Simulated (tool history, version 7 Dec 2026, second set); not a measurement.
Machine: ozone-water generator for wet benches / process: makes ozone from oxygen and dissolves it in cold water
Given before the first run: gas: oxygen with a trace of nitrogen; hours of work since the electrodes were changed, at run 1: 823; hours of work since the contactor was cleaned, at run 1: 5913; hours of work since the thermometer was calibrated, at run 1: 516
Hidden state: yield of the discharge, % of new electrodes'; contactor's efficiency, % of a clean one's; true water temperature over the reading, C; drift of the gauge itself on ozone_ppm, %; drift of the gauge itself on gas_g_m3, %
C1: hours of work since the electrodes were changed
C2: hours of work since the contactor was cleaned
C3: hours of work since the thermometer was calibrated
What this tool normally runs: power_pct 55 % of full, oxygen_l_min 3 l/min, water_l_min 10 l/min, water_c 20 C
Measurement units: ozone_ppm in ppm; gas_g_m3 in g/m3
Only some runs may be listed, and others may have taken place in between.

{"run": 1, "hour": 0.0, "power_pct": 55, "oxygen_l_min": 3, "water_l_min": 10, "water_c": 20, "C1": 823, "C2": 5913, "C3": 516, "ozone_ppm": 19.7, "gas_g_m3": 187.3}
{"run": 2, "hour": 62.9, "power_pct": 55, "oxygen_l_min": 3, "water_l_min": 10, "water_c": 18, "C1": 883, "C2": 5972, "C3": 575, "ozone_ppm": 20, "gas_g_m3": 186.3}
{"run": 3, "hour": 120.7, "power_pct": 55, "oxygen_l_min": 3, "water_l_min": 10, "water_c": 18, "C1": 938, "C2": 6027, "C3": 630, "ozone_ppm": 20.2, "gas_g_m3": 184.1}
{"run": 4, "hour": 182.4, "power_pct": 55, "oxygen_l_min": 3, "water_l_min": 10, "water_c": 18, "C1": 996, "C2": 6086, "C3": 688, "ozone_ppm": 20.6, "gas_g_m3": 184.7}
{"run": 5, "hour": 238.1, "power_pct": 55, "oxygen_l_min": 3, "water_l_min": 10, "water_c": 25, "C1": 1049, "C2": 6138, "C3": 741, "ozone_ppm": 17.8, "gas_g_m3": 185.6}
{"run": 6, "hour": 283.8, "power_pct": 55, "oxygen_l_min": 3, "water_l_min": 10, "water_c": 20, "C1": 1092, "C2": 6182, "C3": 784, "ozone_ppm": 19.2, "gas_g_m3": 184.7}
{"run": 7, "hour": 348.9, "power_pct": 55, "oxygen_l_min": 3, "water_l_min": 10, "water_c": 20, "C1": 1154, "C2": 6243, "C3": 846, "ozone_ppm": 19.4, "gas_g_m3": 185}
{"run": 8, "hour": 408.7, "power_pct": 55, "oxygen_l_min": 3, "water_l_min": 10, "water_c": 20, "C1": 1210, "C2": 6300, "C3": 903, "ozone_ppm": 19.2, "gas_g_m3": 183.2}
{"run": 9, "hour": 470.9, "power_pct": 55, "oxygen_l_min": 3, "water_l_min": 10, "water_c": 20, "C1": 1269, "C2": 6359, "C3": 962, "ozone_ppm": 19.6, "gas_g_m3": 182.8}
{"run": 10, "hour": 550.6, "power_pct": 55, "oxygen_l_min": 3, "water_l_min": 10, "water_c": 20, "C1": 1345, "C2": 6434, "C3": 1037, "ozone_ppm": 19.4, "gas_g_m3": 184.2}
{"run": 11, "hour": 617.8, "power_pct": 55, "oxygen_l_min": 3, "water_l_min": 10, "water_c": 20, "C1": 1409, "C2": 6498, "C3": 1101, "ozone_ppm": 19.3, "gas_g_m3": 182}
{"run": 12, "hour": 693.5, "power_pct": 55, "oxygen_l_min": 3, "water_l_min": 10, "water_c": 20, "C1": 1480, "C2": 6570, "C3": 1172, "ozone_ppm": 19.1, "gas_g_m3": 181.5}
{"run": 13, "hour": 774.2, "power_pct": 55, "oxygen_l_min": 3, "water_l_min": 10, "water_c": 16, "C1": 1557, "C2": 6646, "C3": 1249, "ozone_ppm": 20.6, "gas_g_m3": 183.2}
{"run": 14, "hour": 834.7, "power_pct": 55, "oxygen_l_min": 3, "water_l_min": 10, "water_c": 20, "C1": 1614, "C2": 6703, "C3": 1306, "ozone_ppm": 19.5, "gas_g_m3": 183.9}
{"run": 15, "hour": 872.1, "power_pct": 55, "oxygen_l_min": 3, "water_l_min": 10, "water_c": 20, "C1": 1649, "C2": 6739, "C3": 1342, "ozone_ppm": 19.3, "gas_g_m3": 181.5}
{"hour": 903.3, "done": "gauge calibrated"}
{"run": 16, "hour": 945.1, "power_pct": 55, "oxygen_l_min": 3, "water_l_min": 10, "water_c": 20, "C1": 1719, "C2": 6808, "C3": 1411, "ozone_ppm": 19.5, "gas_g_m3": 186}
{"run": 17, "hour": 1030.3, "power_pct": 55, "oxygen_l_min": 3, "water_l_min": 10, "water_c": 20, "C1": 1799, "C2": 6889, "C3": 1491, "ozone_ppm": 19.2, "gas_g_m3": 185.4}
{"run": 18, "hour": 1114.0, "power_pct": 55, "oxygen_l_min": 3, "water_l_min": 10, "water_c": 20, "C1": 1878, "C2": 6968, "C3": 1571, "ozone_ppm": 19.1, "gas_g_m3": 185.7}
{"run": 19, "hour": 1168.5, "power_pct": 55, "oxygen_l_min": 1.56, "water_l_min": 8, "water_c": 24, "C1": 1930, "C2": 7020, "C3": 1622, "ozone_ppm": 18.7, "gas_g_m3": 230.2}
{"run": 20, "hour": 1223.8, "power_pct": 88, "oxygen_l_min": 3, "water_l_min": 7, "water_c": 20, "C1": 1982, "C2": 7072, "C3": 1675, "ozone_ppm": 35, "gas_g_m3": 263.7}
{"run": 21, "hour": 1301.7, "power_pct": 76, "oxygen_l_min": 3, "water_l_min": 16, "water_c": 20, "C1": 2056, "C2": 7146, "C3": 1748, "ozone_ppm": 17.5, "gas_g_m3": 237.3}
{"run": 22, "hour": 1378.1, "power_pct": 57, "oxygen_l_min": 4.69, "water_l_min": 9, "water_c": 20, "C1": 2129, "C2": 7218, "C3": 1821, "ozone_ppm": 22.2, "gas_g_m3": 165.2}
{"run": 23, "hour": 1445.1, "power_pct": 43, "oxygen_l_min": 4.69, "water_l_min": 7, "water_c": 14, "C1": 2192, "C2": 7282, "C3": 1884, "ozone_ppm": 23.1, "gas_g_m3": 132.8}

What will run 24 give?
{"run": 24, "hour": 1528.1, "power_pct": 84, "oxygen_l_min": 2.38, "water_l_min": 8, "water_c": 16, "C1": 2271, "C2": 7360, "C3": 1963, "ozone_ppm": "?", "gas_g_m3": "?"}

Logged for run 24: ozone_ppm 31.6 ppm, gas_g_m3 272 g/m3.
Were there no unlogged condition in the tool, this run, its random variation unchanged, would have produced ozone_ppm 31.6 ppm, gas_g_m3 277.8 g/m3.

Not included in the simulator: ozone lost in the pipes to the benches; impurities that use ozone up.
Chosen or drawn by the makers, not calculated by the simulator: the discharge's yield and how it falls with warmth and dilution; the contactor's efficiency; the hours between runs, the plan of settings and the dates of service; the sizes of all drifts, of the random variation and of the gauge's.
